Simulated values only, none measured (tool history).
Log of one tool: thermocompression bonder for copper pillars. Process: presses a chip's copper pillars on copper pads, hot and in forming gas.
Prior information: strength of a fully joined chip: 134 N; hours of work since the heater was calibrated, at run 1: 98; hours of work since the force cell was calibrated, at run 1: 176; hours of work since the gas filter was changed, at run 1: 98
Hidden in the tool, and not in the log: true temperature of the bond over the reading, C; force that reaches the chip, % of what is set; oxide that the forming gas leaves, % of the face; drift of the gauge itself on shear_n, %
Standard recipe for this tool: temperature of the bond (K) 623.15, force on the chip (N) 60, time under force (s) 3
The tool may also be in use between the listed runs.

| run | hour | temperature of the bond (K) | force on the chip (N) | time under force (s) | hours of work since the heater was calibrated | hours of work since the force cell was calibrated | hours of work since the gas filter was changed | force that shears a chip off (N) |
|---|---|---|---|---|---|---|---|---|
| 1 | 0 | 623.15 | 60 | 3 | 98 | 176 | 98 | 68 |
| 2 | 55.2 | 623.15 | 60 | 3 | 139 | 216 | 139 | 67.5 |
|  | 79.8 | forming gas filter changed |
| 3 | 109.4 | 623.15 | 60 | 3 | 178 | 255 | 22 | 68.5 |
| 4 | 145.8 | 623.15 | 60 | 3 | 204 | 282 | 48 | 67.8 |
| 5 | 206.3 | 623.15 | 60 | 3 | 248 | 326 | 92 | 68.1 |
| 6 | 263.3 | 624.15 | 60 | 3 | 290 | 367 | 134 | 68.3 |
|  | 294.5 | forming gas filter changed |
| 7 | 326.7 | 623.15 | 60 | 3 | 335 | 413 | 23 | 67.7 |
| 8 | 396 | 623.15 | 60 | 3 | 386 | 463 | 74 | 67.9 |
| 9 | 440.9 | 623.15 | 60 | 3 | 419 | 496 | 107 | 68.1 |
| 10 | 499.7 | 623.15 | 60 | 3 | 461 | 539 | 149 | 67.5 |
|  | 508.1 | forming gas filter changed |
| 11 | 561.5 | 623.15 | 60 | 3 | 506 | 583 | 39 | 67.6 |
| 12 | 608.2 | 624.15 | 60 | 3 | 540 | 617 | 73 | 67.5 |
| 13 | 642.6 | 624.15 | 60 | 3 | 565 | 642 | 98 | 67.8 |
| 14 | 708.9 | 623.15 | 60 | 3 | 613 | 691 | 146 | 67.9 |
|  | 721.7 | forming gas filter changed |
| 15 | 772.4 | 623.15 | 60 | 3 | 659 | 737 | 37 | 67.7 |
| 16 | 833.4 | 623.15 | 60 | 3 | 704 | 781 | 81 | 68.3 |
| 17 | 909.1 | 623.15 | 60 | 3 | 759 | 836 | 136 | 68.1 |
|  | 937.5 | forming gas filter changed |
| 18 | 983.8 | 623.15 | 60 | 3 | 813 | 890 | 34 | 66.9 |
| 19 | 1058.9 | 623.15 | 60 | 3 | 867 | 945 | 88 | 68.4 |
| 20 | 1123.4 | 623.15 | 60 | 3 | 914 | 992 | 135 | 67.5 |
|  | 1156.5 | forming gas filter changed |
| 21 | 1192.7 | 623.15 | 76 | 2 | 964 | 1042 | 26 | 69.4 |
| 22 | 1248.4 | 623.15 | 76 | 2 | 1005 | 1082 | 67 | 68.8 |
| 23 | 1280 | 635.15 | 43 | 2 | 1028 | 1105 | 90 | 51.1 |
|  | 1335.6 | heater calibrated with a thermocouple chip |
| 24 | 1341.6 | 635.15 | 43 | 2 | 4 | 1149 | 133 | 50.9 |
|  | 1375 | forming gas filter changed |
| 25 | 1405.1 | 646.15 | 60 | 8 | 50 | 1194 | 22 | 102 |
| 26 | 1462.8 | 611.15 | 43 | 2 | 92 | 1237 | 64 | 40.9 |
| 27 | 1503.7 | 623.15 | 68 | 3 | 122 | 1266 | 94 | 73 |
| 28 | 1541 | 610.15 | 68 | 8 | 149 | 1293 | 121 | 89.4 |
|  | 1592.3 | forming gas filter changed |
| 29 | 1599.8 | 610.15 | 68 | 8 | 192 | 1336 | 5 | 90 |
| 30 | 1637.9 | 605.15 | 81 | 9 | 219 | 1364 | 33 | 98.6 |
| 31 | 1699.6 | 595.15 | 76 | 3 | 264 | 1409 | 78 | 63.3 |
| 32 | 1744.3 | 645.15 | 84 | 3 | 297 | 1441 | 111 | 94.9 |
| 33 | 1798.1 | 609.15 | 60 | 3 | 336 | 1480 | 150 | 60.8 |
|  | 1807.9 | forming gas filter changed |
| 34 | 1855.7 | 613.15 | 60 | 2 | 377 | 1522 | 35 | 54 |
| 35 | 1904 | 623.15 | 60 | 3 | 413 | 1557 | 70 | 67.4 |
| 36 | 1961.2 | 644.15 | 48 | 2 | 454 | 1599 | 112 | 58.8 |
| 37 | 2006.1 | 611.15 | 87 | 6 | 487 | 1631 | 144 | 94.9 |
|  | 2023.9 | forming gas filter changed |
| 38 | 2047.3 | 618.15 | 68 | 4 | 517 | 1661 | 17 | 77.7 |
| 39 | 2123.3 | 618.15 | 68 | 4 | 572 | 1716 | 72 | 77.5 |

What differs in the tool's unlogged condition from the final listed run ahead of each entry between runs to the first listed run following it?
Between runs 2 and 3: forming gas filter changed (hour 79.8)
  oxide that the forming gas leaves, % of the face: 0.71 -> 0.54
Between runs 6 and 7: forming gas filter changed (hour 294.5)
  oxide that the forming gas leaves, % of the face: 0.72 -> 0.54
Between runs 10 and 11: forming gas filter changed (hour 508.1)
  oxide that the forming gas leaves, % of the face: 0.73 -> 0.57
Between runs 14 and 15: forming gas filter changed (hour 721.7)
  oxide that the forming gas leaves, % of the face: 0.75 -> 0.56
Between runs 17 and 18: forming gas filter changed (hour 937.5)
  oxide that the forming gas leaves, % of the face: 0.72 -> 0.56
Between runs 20 and 21: forming gas filter changed (hour 1156.5)
  oxide that the forming gas leaves, % of the face: 0.71 -> 0.55
Between runs 23 and 24: heater calibrated with a thermocouple chip (hour 1335.6)
  true temperature of the bond over the reading, C: 0.4 -> 0; oxide that the forming gas leaves, % of the face: 0.64 -> 0.71
Between runs 24 and 25: forming gas filter changed (hour 1375)
  oxide that the forming gas leaves, % of the face: 0.71 -> 0.53
Between runs 28 and 29: forming gas filter changed (hour 1592.3)
  true temperature of the bond over the reading, C: 0 -> 0.1; oxide that the forming gas leaves, % of the face: 0.68 -> 0.51
Between runs 33 and 34: forming gas filter changed (hour 1807.9)
  oxide that the forming gas leaves, % of the face: 0.73 -> 0.55
Between runs 37 and 38: forming gas filter changed (hour 2023.9)
  oxide that the forming gas leaves, % of the face: 0.74 -> 0.53
